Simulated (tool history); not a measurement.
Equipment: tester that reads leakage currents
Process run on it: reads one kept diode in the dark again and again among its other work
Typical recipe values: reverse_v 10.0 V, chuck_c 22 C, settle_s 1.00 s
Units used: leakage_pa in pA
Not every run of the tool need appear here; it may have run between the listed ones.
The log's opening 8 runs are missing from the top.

| run | hour | reverse_v | chuck_c | settle_s | leakage_pa |
|---|---|---|---|---|---|
| 9 | 213.7 | 10.0 | 22 | 1.00 | 49.66 |
| 10 | 256.0 | 9.6 | 22 | 1.00 | 48.52 |
| 11 | 283.0 | 9.6 | 22 | 1.00 | 48.48 |
| 12 | 313.1 | 10.0 | 22 | 1.00 | 49.42 |
| 13 | 343.3 | 10.0 | 22 | 1.00 | 49.28 |
| 14 | 386.3 | 10.0 | 22 | 1.00 | 49.50 |
| 15 | 426.5 | 10.0 | 22 | 1.00 | 48.95 |
| 16 | 446.6 | 10.0 | 22 | 0.49 | 52.57 |
| 17 | 476.5 | 10.0 | 22 | 0.49 | 52.22 |
|  | 504.2 | chuck's temperature calibrated |
| 18 | 513.1 | 10.0 | 22 | 0.49 | 49.28 |
| 19 | 548.9 | 10.0 | 22 | 1.00 | 45.96 |
| 20 | 575.5 | 10.0 | 22 | 1.00 | 46.11 |
| 21 | 605.5 | 16.0 | 35 | 9.93 | 147.11 |
|  | 625.8 | chuck's temperature calibrated, once more |
| 22 | 641.9 | 10.0 | 57 | 0.53 | 812.44 |
| 23 | 666.8 | 7.5 | 40 | 1.00 | 207.07 |
| 24 | 695.6 | 3.5 | 54 | 0.55 | 446.76 |
| 25 | 738.8 | 14.2 | 35 | 1.85 | 176.49 |
| 26 | 782.4 | 14.2 | 35 | 1.85 | 175.28 |
| 27 | 817.2 | 14.2 | 35 | 1.85 | 174.63 |

For run 28, what comes out?
| 28 | 836.0 | 14.2 | 35 | 1.85 | ? |

{"run 28": {"leakage_pa": 174.57}}
With no hidden state in the tool, this same run would have given leakage_pa 172.25 pA.
